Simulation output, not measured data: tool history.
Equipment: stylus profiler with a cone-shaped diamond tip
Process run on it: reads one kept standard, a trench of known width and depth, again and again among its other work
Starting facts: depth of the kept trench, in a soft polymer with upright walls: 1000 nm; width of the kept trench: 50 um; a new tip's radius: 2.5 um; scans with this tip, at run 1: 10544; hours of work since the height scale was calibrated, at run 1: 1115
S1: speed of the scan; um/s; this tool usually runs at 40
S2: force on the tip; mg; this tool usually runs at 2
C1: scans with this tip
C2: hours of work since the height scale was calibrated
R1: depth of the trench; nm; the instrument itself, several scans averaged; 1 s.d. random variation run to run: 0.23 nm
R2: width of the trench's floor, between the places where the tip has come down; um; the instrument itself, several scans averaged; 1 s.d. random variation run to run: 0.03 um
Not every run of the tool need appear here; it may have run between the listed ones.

{"run": 1, "hour": 0.0, "S1": 40, "S2": 2, "C1": 10544, "C2": 1115, "R1": 1006.74, "R2": 44.7}
{"run": 2, "hour": 50.1, "S1": 40, "S2": 2, "C1": 10895, "C2": 1152, "R1": 1006.4, "R2": 44.7}
{"run": 3, "hour": 88.9, "S1": 40, "S2": 2, "C1": 11168, "C2": 1180, "R1": 1005.66, "R2": 44.61}
{"run": 4, "hour": 131.7, "S1": 40, "S2": 0.81, "C1": 11467, "C2": 1212, "R1": 1002.03, "R2": 44.43}
{"run": 5, "hour": 170.1, "S1": 40, "S2": 0.81, "C1": 11736, "C2": 1241, "R1": 1001.71, "R2": 44.53}
{"run": 6, "hour": 203.6, "S1": 40, "S2": 0.81, "C1": 11971, "C2": 1265, "R1": 1002.19, "R2": 44.49}
{"run": 7, "hour": 252.9, "S1": 40, "S2": 0.81, "C1": 12317, "C2": 1302, "R1": 1002.38, "R2": 44.46}
{"run": 8, "hour": 297.9, "S1": 40, "S2": 0.81, "C1": 12632, "C2": 1335, "R1": 1001.53, "R2": 44.47}
{"run": 9, "hour": 338.8, "S1": 18, "S2": 2, "C1": 12919, "C2": 1366, "R1": 1006.12, "R2": 44.49}
{"run": 10, "hour": 379.1, "S1": 40, "S2": 1.41, "C1": 13201, "C2": 1395, "R1": 1004, "R2": 44.41}
{"run": 11, "hour": 402.2, "S1": 13, "S2": 2, "C1": 13363, "C2": 1413, "R1": 1005.73, "R2": 44.45}
{"run": 12, "hour": 427.5, "S1": 13, "S2": 2, "C1": 13541, "C2": 1431, "R1": 1006.12, "R2": 44.45}
{"run": 13, "hour": 472.9, "S1": 13, "S2": 2, "C1": 13859, "C2": 1465, "R1": 1005.6, "R2": 44.41}
{"run": 14, "hour": 496.1, "S1": 13, "S2": 2, "C1": 14022, "C2": 1482, "R1": 1005.49, "R2": 44.4}
{"run": 15, "hour": 528.0, "S1": 13, "S2": 2, "C1": 14245, "C2": 1506, "R1": 1005.36, "R2": 44.35}
{"run": 16, "hour": 550.2, "S1": 13, "S2": 2, "C1": 14401, "C2": 1522, "R1": 1005.53, "R2": 44.35}
{"run": 17, "hour": 598.2, "S1": 13, "S2": 0.97, "C1": 14737, "C2": 1558, "R1": 1002.15, "R2": 44.29}
{"run": 18, "hour": 641.9, "S1": 13, "S2": 0.97, "C1": 15043, "C2": 1590, "R1": 1001.92, "R2": 44.28}
{"hour": 647.2, "done": "height scale calibrated on a step standard"}
{"run": 19, "hour": 686.0, "S1": 13, "S2": 0.97, "C1": 15349, "C2": 29, "R1": 1000.46, "R2": 44.29}
{"run": 20, "hour": 719.5, "S1": 13, "S2": 0.97, "C1": 15584, "C2": 54, "R1": 1000.54, "R2": 44.24}
{"hour": 735.4, "done": "height scale calibrated on a step standard, once more"}
{"run": 21, "hour": 760.8, "S1": 40, "S2": 5.12, "C1": 15870, "C2": 19, "R1": 1016.29, "R2": 44.17}
{"run": 22, "hour": 805.8, "S1": 40, "S2": 1.06, "C1": 16185, "C2": 52, "R1": 1005.43, "R2": 44.13}
{"run": 23, "hour": 850.2, "S1": 40, "S2": 2.89, "C1": 16496, "C2": 85, "R1": 1010.86, "R2": 44.13}
{"run": 24, "hour": 882.2, "S1": 34, "S2": 2.89, "C1": 16721, "C2": 109, "R1": 1010.95, "R2": 44.08}
{"run": 25, "hour": 918.3, "S1": 58, "S2": 1.45, "C1": 16973, "C2": 135, "R1": 1006.58, "R2": 43.97}
{"run": 26, "hour": 955.1, "S1": 58, "S2": 1.45, "C1": 17231, "C2": 163, "R1": 1006.88, "R2": 43.9}
{"run": 27, "hour": 994.5, "S1": 58, "S2": 1.45, "C1": 17508, "C2": 192, "R1": 1006.45, "R2": 43.96}
{"run": 28, "hour": 1020.2, "S1": 64, "S2": 2.49, "C1": 17687, "C2": 211, "R1": 1009.45, "R2": 43.93}
{"run": 29, "hour": 1045.8, "S1": 95, "S2": 3.41, "C1": 17867, "C2": 230, "R1": 1011.82, "R2": 43.86}
{"run": 30, "hour": 1075.3, "S1": 95, "S2": 3.41, "C1": 18074, "C2": 252, "R1": 1011.93, "R2": 43.84}
{"hour": 1085.4, "done": "new tip fitted, height scale calibrated"}
{"run": 31, "hour": 1114.1, "S1": 52, "S2": 1.71, "C1": 202, "C2": 21, "R1": 1008.03, "R2": 45.91}
{"run": 32, "hour": 1148.6, "S1": 73, "S2": 1.71, "C1": 444, "C2": 47, "R1": 1007.63, "R2": 45.76}
{"run": 33, "hour": 1170.5, "S1": 29, "S2": 1.71, "C1": 597, "C2": 63, "R1": 1007.74, "R2": 45.84}
{"run": 34, "hour": 1196.3, "S1": 142, "S2": 2, "C1": 778, "C2": 82, "R1": 1008.14, "R2": 45.6}
{"run": 35, "hour": 1224.3, "S1": 142, "S2": 2, "C1": 974, "C2": 103, "R1": 1007.99, "R2": 45.5}
{"run": 36, "hour": 1252.1, "S1": 142, "S2": 2, "C1": 1169, "C2": 124, "R1": 1008.07, "R2": 45.57}
{"run": 37, "hour": 1277.1, "S1": 142, "S2": 2, "C1": 1344, "C2": 142, "R1": 1008.34, "R2": 45.44}
{"run": 38, "hour": 1309.0, "S1": 27, "S2": 2, "C1": 1568, "C2": 166, "R1": 1008.08, "R2": 45.83}
{"run": 39, "hour": 1338.0, "S1": 102, "S2": 2.21, "C1": 1771, "C2": 187, "R1": 1008.73, "R2": 45.52}
{"run": 40, "hour": 1387.1, "S1": 152, "S2": 1.73, "C1": 2116, "C2": 224, "R1": 1006.87, "R2": 45.34}
{"run": 41, "hour": 1430.6, "S1": 132, "S2": 1.64, "C1": 2420, "C2": 256, "R1": 1007.04, "R2": 45.33}
{"run": 42, "hour": 1465.9, "S1": 34, "S2": 1.64, "C1": 2668, "C2": 282, "R1": 1006.73, "R2": 45.61}
{"run": 43, "hour": 1512.6, "S1": 34, "S2": 3.64, "C1": 2995, "C2": 317, "R1": 1012.03, "R2": 45.56}

5 options for the next run, each taken on its own from the tool as it stands now. Forecast them:
{"run": "A", "hour": 1548.6, "S1": 33, "S2": 2.18, "C1": 3248, "C2": 343, "R1": "?", "R2": "?"}
{"run": "B", "hour": 1548.6, "S1": 124, "S2": 5.68, "C1": 3248, "C2": 343, "R1": "?", "R2": "?"}
{"run": "C", "hour": 1548.6, "S1": 108, "S2": 1.21, "C1": 3248, "C2": 343, "R1": "?", "R2": "?"}
{"run": "D", "hour": 1548.6, "S1": 40, "S2": 0.81, "C1": 3248, "C2": 343, "R1": "?", "R2": "?"}
{"run": "E", "hour": 1548.6, "S1": 20, "S2": 2, "C1": 3248, "C2": 343, "R1": "?", "R2": "?"}

run=A R1=1008.6 R2=45.46
run=B R1=1016.56 R2=45.43
run=C R1=1005.46 R2=45.25
run=D R1=1004.09 R2=45.42
run=E R1=1007.71 R2=45.56
Stripped of hidden state, with their random variation kept, the same runs would have yielded:
run=A R1=1009.43 R2=45.86
run=B R1=1017.39 R2=45.82
run=C R1=1006.28 R2=45.65
run=D R1=1004.91 R2=45.81
run=E R1=1008.53 R2=45.95
